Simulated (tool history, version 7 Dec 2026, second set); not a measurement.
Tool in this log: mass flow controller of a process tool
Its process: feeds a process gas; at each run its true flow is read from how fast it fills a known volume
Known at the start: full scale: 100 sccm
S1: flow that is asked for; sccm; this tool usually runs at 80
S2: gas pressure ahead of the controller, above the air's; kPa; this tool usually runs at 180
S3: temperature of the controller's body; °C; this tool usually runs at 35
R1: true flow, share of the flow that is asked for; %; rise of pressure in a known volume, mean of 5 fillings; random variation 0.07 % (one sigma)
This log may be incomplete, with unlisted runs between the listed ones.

{"run": 1, "hour": 0.0, "S1": 80, "S2": 180, "S3": 35, "R1": 97.58}
{"run": 2, "hour": 65.3, "S1": 80, "S2": 180, "S3": 31, "R1": 98.16}
{"run": 3, "hour": 150.9, "S1": 80, "S2": 180, "S3": 31, "R1": 98.25}
{"run": 4, "hour": 237.6, "S1": 80, "S2": 180, "S3": 31, "R1": 98.11}
{"run": 5, "hour": 304.0, "S1": 80, "S2": 180, "S3": 31, "R1": 98.19}
{"run": 6, "hour": 381.2, "S1": 25, "S2": 184, "S3": 40, "R1": 94.96}
{"run": 7, "hour": 443.1, "S1": 25, "S2": 184, "S3": 40, "R1": 94.88}
{"run": 8, "hour": 520.3, "S1": 11, "S2": 184, "S3": 35, "R1": 93.99}
{"run": 9, "hour": 597.2, "S1": 81, "S2": 241, "S3": 35, "R1": 97.59}
{"run": 10, "hour": 658.7, "S1": 30, "S2": 166, "S3": 34, "R1": 95.86}

Consider 5 possible next runs. They are alternatives, not a sequence: every one starts from the tool as it was left by run 10. What does each give?
{"run": "A", "hour": 716.1, "S1": 61, "S2": 206, "S3": 21, "R1": "?"}
{"run": "B", "hour": 716.1, "S1": 80, "S2": 180, "S3": 27, "R1": "?"}
{"run": "C", "hour": 716.1, "S1": 80, "S2": 241, "S3": 34, "R1": "?"}
{"run": "D", "hour": 716.1, "S1": 22, "S2": 180, "S3": 35, "R1": "?"}
{"run": "E", "hour": 716.1, "S1": 33, "S2": 166, "S3": 34, "R1": "?"}

run=A R1=98.51
run=B R1=98.43
run=C R1=97.69
run=D R1=95.24
run=E R1=95.92
What these runs would have given with no unlogged condition in the tool:
run=A R1=99.29
run=B R1=99.14
run=C R1=98.40
run=D R1=96.63
run=E R1=96.99
